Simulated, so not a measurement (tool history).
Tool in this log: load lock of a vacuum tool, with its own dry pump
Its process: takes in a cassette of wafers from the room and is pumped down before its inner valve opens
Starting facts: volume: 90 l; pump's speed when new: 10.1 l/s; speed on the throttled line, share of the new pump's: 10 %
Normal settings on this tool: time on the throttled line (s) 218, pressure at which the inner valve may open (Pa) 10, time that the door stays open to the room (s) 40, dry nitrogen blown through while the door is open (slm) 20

| run | hour | time on the throttled line (s) | pressure at which the inner valve may open (Pa) | time that the door stays open to the room (s) | dry nitrogen blown through while the door is open (slm) | incoming humidity of the room's air, % | time from the closed door until the inner valve may open (s) | rise of the pressure with all valves shut (Pa/min) |
|---|---|---|---|---|---|---|---|---|
| 1 | 0 | 218 | 10 | 40 | 20 | 44.2 | 281.3 | 0.12 |
| 2 | 473.7 | 340 | 10 | 40 | 20 | 46.1 | 391.8 | 0.131 |
| 3 | 802.7 | 340 | 10 | 40 | 20 | 43.9 | 391.7 | 0.142 |
| 4 | 1397.5 | 340 | 10 | 40 | 20 | 43.5 | 391.8 | 0.143 |
| 5 | 1983.2 | 340 | 10 | 40 | 20 | 42.1 | 390.3 | 0.162 |
| 6 | 2273.7 | 340 | 10 | 40 | 20 | 45 | 392.3 | 0.16 |
| 7 | 2685.4 | 340 | 10 | 40 | 20 | 45.7 | 391.4 | 0.174 |
| 8 | 3135.6 | 340 | 10 | 40 | 20 | 41.5 | 391.7 | 0.174 |
| 9 | 3436.1 | 200 | 10 | 40 | 20 | 41.5 | 265 | 0.185 |
| 10 | 3937.8 | 200 | 10 | 40 | 20 | 42.9 | 266.2 | 0.196 |
| 11 | 4244 | 200 | 10 | 40 | 20 | 47.2 | 266.1 | 0.205 |
| 12 | 4865.4 | 200 | 10 | 40 | 20 | 44.8 | 266 | 0.216 |
| 13 | 5174.4 | 288 | 10 | 40 | 20 | 42 | 346.5 | 0.227 |
| 14 | 5506.6 | 218 | 13 | 40 | 20 | 48.8 | 278 | 0.234 |
| 15 | 6079.7 | 218 | 13 | 40 | 20 | 44 | 281.2 | 0.253 |
| 16 | 6364.3 | 218 | 12 | 54 | 20 | 46.7 | 281.2 | 0.258 |
| 17 | 6767.6 | 218 | 7 | 40 | 22 | 43 | 288.4 | 0.269 |
| 18 | 7063.6 | 218 | 10 | 145 | 20 | 46.7 | 282.8 | 0.3 |
| 19 | 7325.2 | 304 | 10 | 31 | 20 | 45.6 | 360.8 | 0.28 |
| 20 | 7715.2 | 304 | 10 | 31 | 20 | 42.8 | 359.2 | 0.293 |
| 21 | 8106.2 | 218 | 10 | 66 | 4 | 46.6 | 284 | 0.327 |
| 22 | 8560 | 218 | 10 | 66 | 4 | 43.3 | 285 | 0.343 |
| 23 | 9071.3 | 163 | 10 | 40 | 42 | 40.6 | 236 | 0.33 |
| 24 | 9655.5 | 218 | 10 | 40 | 12 | 44.9 | 284.9 | 0.365 |
| 25 | 10280.5 | 218 | 10 | 57 | 30 | 43.5 | 284.3 | 0.377 |
| 26 | 10698.5 | 218 | 10 | 57 | 30 | 41.7 | 286.2 | 0.391 |
| 27 | 11265.6 | 111 | 9 | 33 | 33 | 45.7 | 190.4 | 0.415 |
|  | 11419.4 | door's seal changed, seat wiped |
| 28 | 11857.4 | 218 | 10 | 26 | 11 | 48.5 | 284 | 0.033 |
| 29 | 12442.1 | 218 | 10 | 26 | 11 | 43.7 | 286.2 | 0.034 |

Selected run-to-run steps in time from the closed door until the inner valve may open (s), each split into two signed amounts: the part the tool would show with no hidden state at all (from settings, incoming material and random variation), and the remainder, which goes to the hidden state together with any gauge scatter not common to the measured and the hidden-state-free results:
Unlogged tool condition in this case: pump's speed, % of a new pump's; leak at the door's seal, Pa l/s; drift of the gauge itself on ready_s, %; drift of the gauge itself on rise_pa_min, %.
Run 1 -> 2: time on the throttled line (s) 218 -> 340. time from the closed door until the inner valve may open (s) +110.5: hidden state -0.1, all else +110.6.
Run 8 -> 9: time on the throttled line (s) 340 -> 200. time from the closed door until the inner valve may open (s) -126.7: hidden state +0.5, all else -127.2.
Run 26 -> 27: time on the throttled line (s) 218 -> 111, pressure at which the inner valve may open (Pa) 10 -> 9, time that the door stays open to the room (s) 57 -> 33, dry nitrogen blown through while the door is open (slm) 30 -> 33. time from the closed door until the inner valve may open (s) -95.8: hidden state +1.2, all else -97.
Run 27 -> 28: time on the throttled line (s) 111 -> 218, pressure at which the inner valve may open (Pa) 9 -> 10, time that the door stays open to the room (s) 33 -> 26, dry nitrogen blown through while the door is open (slm) 33 -> 11, door's seal changed, seat wiped. time from the closed door until the inner valve may open (s) +93.6: hidden state -0.8, all else +94.4.
